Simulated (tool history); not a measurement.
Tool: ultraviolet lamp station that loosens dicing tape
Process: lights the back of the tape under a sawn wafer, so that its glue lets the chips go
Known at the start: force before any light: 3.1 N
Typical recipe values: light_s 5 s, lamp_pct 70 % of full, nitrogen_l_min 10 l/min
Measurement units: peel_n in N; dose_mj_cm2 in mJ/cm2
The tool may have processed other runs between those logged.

{"run": 1, "hour": 0.0, "light_s": 5, "lamp_pct": 70, "nitrogen_l_min": 10, "peel_n": 0.198, "dose_mj_cm2": 250}
{"run": 2, "hour": 69.8, "light_s": 5, "lamp_pct": 70, "nitrogen_l_min": 10, "peel_n": 0.207, "dose_mj_cm2": 242}
{"run": 3, "hour": 124.8, "light_s": 5, "lamp_pct": 70, "nitrogen_l_min": 10, "peel_n": 0.216, "dose_mj_cm2": 246}
{"run": 4, "hour": 191.3, "light_s": 5, "lamp_pct": 86, "nitrogen_l_min": 10, "peel_n": 0.146, "dose_mj_cm2": 288}
{"run": 5, "hour": 249.5, "light_s": 5, "lamp_pct": 86, "nitrogen_l_min": 10, "peel_n": 0.166, "dose_mj_cm2": 290}
{"run": 6, "hour": 305.5, "light_s": 5, "lamp_pct": 86, "nitrogen_l_min": 10, "peel_n": 0.175, "dose_mj_cm2": 279}
{"run": 7, "hour": 358.8, "light_s": 5, "lamp_pct": 86, "nitrogen_l_min": 10, "peel_n": 0.171, "dose_mj_cm2": 280}
{"run": 8, "hour": 420.4, "light_s": 5, "lamp_pct": 70, "nitrogen_l_min": 10, "peel_n": 0.252, "dose_mj_cm2": 222}
{"run": 9, "hour": 480.9, "light_s": 5, "lamp_pct": 70, "nitrogen_l_min": 18, "peel_n": 0.188, "dose_mj_cm2": 217}
{"run": 10, "hour": 525.8, "light_s": 5, "lamp_pct": 70, "nitrogen_l_min": 5, "peel_n": 0.461, "dose_mj_cm2": 209}
{"run": 11, "hour": 561.9, "light_s": 5, "lamp_pct": 70, "nitrogen_l_min": 5, "peel_n": 0.452, "dose_mj_cm2": 211}
{"hour": 611.5, "done": "window cleaned of glue's vapour"}
{"run": 12, "hour": 617.6, "light_s": 5, "lamp_pct": 70, "nitrogen_l_min": 10, "peel_n": 0.206, "dose_mj_cm2": 237}
{"run": 13, "hour": 669.5, "light_s": 5, "lamp_pct": 70, "nitrogen_l_min": 10, "peel_n": 0.224, "dose_mj_cm2": 239}
{"run": 14, "hour": 709.1, "light_s": 5, "lamp_pct": 70, "nitrogen_l_min": 10, "peel_n": 0.225, "dose_mj_cm2": 238}
{"run": 15, "hour": 769.0, "light_s": 5, "lamp_pct": 70, "nitrogen_l_min": 10, "peel_n": 0.228, "dose_mj_cm2": 231}
{"run": 16, "hour": 818.4, "light_s": 5, "lamp_pct": 70, "nitrogen_l_min": 10, "peel_n": 0.238, "dose_mj_cm2": 230}
{"run": 17, "hour": 880.3, "light_s": 5, "lamp_pct": 70, "nitrogen_l_min": 10, "peel_n": 0.235, "dose_mj_cm2": 228}
{"run": 18, "hour": 918.0, "light_s": 5, "lamp_pct": 70, "nitrogen_l_min": 10, "peel_n": 0.251, "dose_mj_cm2": 224}
{"run": 19, "hour": 955.5, "light_s": 5, "lamp_pct": 70, "nitrogen_l_min": 10, "peel_n": 0.264, "dose_mj_cm2": 221}
{"run": 20, "hour": 1010.6, "light_s": 5, "lamp_pct": 70, "nitrogen_l_min": 10, "peel_n": 0.263, "dose_mj_cm2": 213}
{"run": 21, "hour": 1052.1, "light_s": 5, "lamp_pct": 70, "nitrogen_l_min": 10, "peel_n": 0.265, "dose_mj_cm2": 211}
{"run": 22, "hour": 1083.3, "light_s": 2, "lamp_pct": 72, "nitrogen_l_min": 10, "peel_n": 1.027, "dose_mj_cm2": 91}
{"run": 23, "hour": 1144.2, "light_s": 7, "lamp_pct": 62, "nitrogen_l_min": 6, "peel_n": 0.277, "dose_mj_cm2": 257}
{"run": 24, "hour": 1202.9, "light_s": 3, "lamp_pct": 95, "nitrogen_l_min": 8, "peel_n": 0.504, "dose_mj_cm2": 167}
{"run": 25, "hour": 1271.3, "light_s": 3, "lamp_pct": 96, "nitrogen_l_min": 6, "peel_n": 0.606, "dose_mj_cm2": 167}
{"run": 26, "hour": 1312.3, "light_s": 8, "lamp_pct": 70, "nitrogen_l_min": 7, "peel_n": 0.167, "dose_mj_cm2": 311}
{"run": 27, "hour": 1378.5, "light_s": 3, "lamp_pct": 70, "nitrogen_l_min": 17, "peel_n": 0.561, "dose_mj_cm2": 114}
{"hour": 1385.7, "done": "window cleaned of glue's vapour"}
{"run": 28, "hour": 1433.5, "light_s": 3, "lamp_pct": 70, "nitrogen_l_min": 17, "peel_n": 0.452, "dose_mj_cm2": 131}
{"run": 29, "hour": 1492.1, "light_s": 3, "lamp_pct": 75, "nitrogen_l_min": 8, "peel_n": 0.667, "dose_mj_cm2": 142}
{"run": 30, "hour": 1529.7, "light_s": 3, "lamp_pct": 75, "nitrogen_l_min": 8, "peel_n": 0.635, "dose_mj_cm2": 139}
{"run": 31, "hour": 1588.6, "light_s": 9, "lamp_pct": 83, "nitrogen_l_min": 3, "peel_n": 0.173, "dose_mj_cm2": 450}
{"run": 32, "hour": 1618.2, "light_s": 3, "lamp_pct": 99, "nitrogen_l_min": 9, "peel_n": 0.409, "dose_mj_cm2": 175}
{"run": 33, "hour": 1672.4, "light_s": 5, "lamp_pct": 96, "nitrogen_l_min": 5, "peel_n": 0.262, "dose_mj_cm2": 280}
{"run": 34, "hour": 1733.7, "light_s": 5, "lamp_pct": 96, "nitrogen_l_min": 5, "peel_n": 0.28, "dose_mj_cm2": 275}
{"run": 35, "hour": 1773.5, "light_s": 5, "lamp_pct": 96, "nitrogen_l_min": 4, "peel_n": 0.354, "dose_mj_cm2": 275}
{"run": 36, "hour": 1818.5, "light_s": 5, "lamp_pct": 96, "nitrogen_l_min": 4, "peel_n": 0.354, "dose_mj_cm2": 270}
{"run": 37, "hour": 1868.5, "light_s": 4, "lamp_pct": 61, "nitrogen_l_min": 10, "peel_n": 0.606, "dose_mj_cm2": 132}
{"run": 38, "hour": 1907.9, "light_s": 4, "lamp_pct": 61, "nitrogen_l_min": 10, "peel_n": 0.585, "dose_mj_cm2": 133}
{"run": 39, "hour": 1957.6, "light_s": 3, "lamp_pct": 78, "nitrogen_l_min": 4, "peel_n": 1.085, "dose_mj_cm2": 123}
{"run": 40, "hour": 2028.9, "light_s": 8, "lamp_pct": 65, "nitrogen_l_min": 10, "peel_n": 0.183, "dose_mj_cm2": 272}
{"run": 41, "hour": 2087.0, "light_s": 8, "lamp_pct": 65, "nitrogen_l_min": 10, "peel_n": 0.18, "dose_mj_cm2": 267}
{"run": 42, "hour": 2128.0, "light_s": 8, "lamp_pct": 65, "nitrogen_l_min": 10, "peel_n": 0.192, "dose_mj_cm2": 266}

5 options for the next run, each taken on its own from the tool as it stands now. Forecast them:
{"hour": 2158.3, "done": "window cleaned of glue's vapour"}
{"run": "A", "hour": 2158.3, "light_s": 6, "lamp_pct": 65, "nitrogen_l_min": 10, "peel_n": "?", "dose_mj_cm2": "?"}
{"hour": 2158.3, "done": "window cleaned of glue's vapour"}
{"run": "B", "hour": 2158.3, "light_s": 2, "lamp_pct": 88, "nitrogen_l_min": 18, "peel_n": "?", "dose_mj_cm2": "?"}
{"hour": 2158.3, "done": "window cleaned of glue's vapour"}
{"run": "C", "hour": 2158.3, "light_s": 7, "lamp_pct": 81, "nitrogen_l_min": 7, "peel_n": "?", "dose_mj_cm2": "?"}
{"hour": 2158.3, "done": "window cleaned of glue's vapour"}
{"run": "D", "hour": 2158.3, "light_s": 8, "lamp_pct": 65, "nitrogen_l_min": 7, "peel_n": "?", "dose_mj_cm2": "?"}
{"hour": 2158.3, "done": "window cleaned of glue's vapour"}
{"run": "E", "hour": 2158.3, "light_s": 7, "lamp_pct": 98, "nitrogen_l_min": 9, "peel_n": "?", "dose_mj_cm2": "?"}

run=A peel_n=0.231 dose_mj_cm2=228
run=B peel_n=0.644 dose_mj_cm2=102
run=C peel_n=0.16 dose_mj_cm2=332
run=D peel_n=0.188 dose_mj_cm2=304
run=E peel_n=0.116 dose_mj_cm2=398
The same runs, with their run-to-run variation unchanged, on a tool lacking any hidden condition would have given:
run=A peel_n=0.148 dose_mj_cm2=291
run=B peel_n=0.434 dose_mj_cm2=131
run=C peel_n=0.116 dose_mj_cm2=426
run=D peel_n=0.132 dose_mj_cm2=389
run=E peel_n=0.103 dose_mj_cm2=510

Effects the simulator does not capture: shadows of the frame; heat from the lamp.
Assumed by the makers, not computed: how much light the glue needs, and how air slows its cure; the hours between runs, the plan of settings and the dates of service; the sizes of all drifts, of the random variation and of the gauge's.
